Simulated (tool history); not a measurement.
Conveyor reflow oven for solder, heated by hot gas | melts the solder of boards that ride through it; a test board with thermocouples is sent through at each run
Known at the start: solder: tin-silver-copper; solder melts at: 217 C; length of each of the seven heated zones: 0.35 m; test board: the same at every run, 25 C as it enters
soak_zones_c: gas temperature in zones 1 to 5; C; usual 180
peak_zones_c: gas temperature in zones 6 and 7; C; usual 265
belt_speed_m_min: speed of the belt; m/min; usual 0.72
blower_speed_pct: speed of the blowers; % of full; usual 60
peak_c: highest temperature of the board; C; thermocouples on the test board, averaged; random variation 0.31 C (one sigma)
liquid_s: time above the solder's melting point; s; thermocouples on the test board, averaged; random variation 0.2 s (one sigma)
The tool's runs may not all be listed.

run	day	soak_zones_c	peak_zones_c	belt_speed_m_min	blower_speed_pct	peak_c	liquid_s
1	0	180	265	0.72	60	247.9	43.7
2	0.971	180	265	0.72	60	247.6	43.4
3	1.962	180	265	0.72	60	248	43.6
4	3.779	180	265	0.72	60	246.8	43.5
5	5.254	180	265	0.72	60	247.6	43.2
6	6.188	180	265	0.72	60	247.2	43
7	7.704	168	265	0.72	60	245.5	38.1
8	8.642	180	265	0.72	60	246.8	42.8
9	10.592	180	265	0.72	60	245.9	42.6
10	11.938	180	265	0.72	60	246.2	42.8
11	12.754	180	265	0.72	60	246.4	42.7
12	13.962	180	265	0.72	60	246.3	42.5
13	15.542	180	265	0.72	60	250.9	45.2
14	16.583	180	265	0.72	60	250.5	45.2
15	18.462	180	265	0.72	60	250.6	45.1
16	20.271	186	265	0.801	60	248.2	40.5
17	21.975	186	265	0.854	60	245.9	36
18	23.796	186	265	0.854	60	247.6	37.5
19	25.142	183	277	0.819	51	256.1	42
20	26.338	183	277	0.819	51	255.8	41.9
21	28.129	191	269	0.72	60	256.6	51.7
22	29.283	191	269	0.72	60	256.5	52.1
23	30.729	191	269	0.72	60	256.3	51.5
24	32.488	191	269	0.72	60	256	52.1
25	34.408	174	279	0.648	51	262.5	54.9
26	35.629	190	272	0.648	51	258.7	58.7
27	36.95	172	256	0.776	65	240	32.7
28	37.821	172	256	0.711	65	242.2	38.9
29	39.746	192	256	0.711	77	246.3	49.2
30	41.612	192	256	0.711	77	246.8	49.2

Not shown: 2 entries that the log had between the listed runs. Between which runs, and how does the tool's hidden state differ before and after?
Between runs 12 and 13: thermocouples of zones 6 and 7 changed (day 14.412)
  heat that the gas passes to the board, % of a clean oven's: 92.9 -> 92.3; belt's true speed, % of the reading: 99.2 -> 99.15; true gas temperature in zones 6 and 7 over the reading, C: -5.76 -> -0.3
  measured less the result without the state, peak_c: -6 -> -1.3 C; liquid_s: -3.3 -> -0.5 s
Between runs 17 and 18: flux residue cleaned out of gas plates and filters (day 23.796)
  heat that the gas passes to the board, % of a clean oven's: 89.6 -> 99.3; belt's true speed, % of the reading: 98.93 -> 98.87; true gas temperature in zones 6 and 7 over the reading, C: -0.76 -> -0.86
  measured less the result without the state, peak_c: -2.4 -> -0.5 C; liquid_s: -1.3 -> +0.3 s
